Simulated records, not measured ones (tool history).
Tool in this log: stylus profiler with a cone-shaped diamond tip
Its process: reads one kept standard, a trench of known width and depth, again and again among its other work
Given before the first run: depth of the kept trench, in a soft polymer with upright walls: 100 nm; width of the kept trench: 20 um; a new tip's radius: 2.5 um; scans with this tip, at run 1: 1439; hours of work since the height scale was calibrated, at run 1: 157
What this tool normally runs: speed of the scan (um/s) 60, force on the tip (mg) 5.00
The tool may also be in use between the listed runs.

run	hour	speed of the scan (um/s)	force on the tip (mg)	scans with this tip	hours of work since the height scale was calibrated	depth of the trench (nm)	width of the trench's floor (um)
1	0.0	60	5.00	1439	157	101.48	18.34
2	23.4	60	5.00	1608	175	101.45	18.32
3	39.6	60	5.00	1725	188	101.49	18.33
4	58.6	86	5.00	1863	203	101.48	18.28
5	79.8	86	5.00	2017	220	101.45	18.30
6	94.0	60	7.08	2120	231	101.83	18.41
7	114.8	60	7.27	2271	248	101.89	18.29
8	129.6	52	7.27	2377	259	101.90	18.37
9	158.3	59	5.00	2585	282	101.46	18.34
10	178.4	59	2.63	2731	298	100.94	18.26
11	194.5	30	2.63	2848	311	100.92	18.34
12	217.3	30	2.63	3013	329	100.91	18.37
13	239.5	30	2.63	3174	346	100.92	18.33
14	262.5	60	5.00	3340	364	101.44	18.30
15	279.8	23	2.22	3466	378	100.83	18.37
16	308.8	60	12.42	3676	401	102.67	18.29
17	330.5	53	4.48	3833	418	101.33	18.33
18	347.2	62	14.83	3954	431	103.03	18.34
19	364.9	62	14.83	4082	445	103.02	18.40
20	395.7	62	14.83	4305	469	103.00	18.25
21	426.0	62	14.83	4525	493	103.05	18.28
22	458.2	23	2.57	4758	519	100.89	18.33
23	477.7	45	2.50	4899	534	100.82	18.27
24	494.2	89	3.12	5019	547	100.98	18.11
25	507.9	84	8.44	5118	558	102.03	18.20
26	526.8	54	3.78	5255	573	101.16	18.28
27	559.4	54	3.78	5491	599	101.13	18.20

Below are 3 alternative next runs, each starting from the tool's condition after run 27. Predict each:
A	587.4	60	12.53	5694	621	?	?
B	587.4	47	3.78	5694	621	?	?
C	587.4	18	2.89	5694	621	?	?

run	depth of the trench (nm)	width of the trench's floor (um)
A	102.68	18.33
B	101.11	18.24
C	100.90	18.38
Without the tool's unlogged condition, the same runs would have read:
run	depth of the trench (nm)	width of the trench's floor (um)
A	102.80	18.54
B	101.23	18.44
C	101.02	18.58
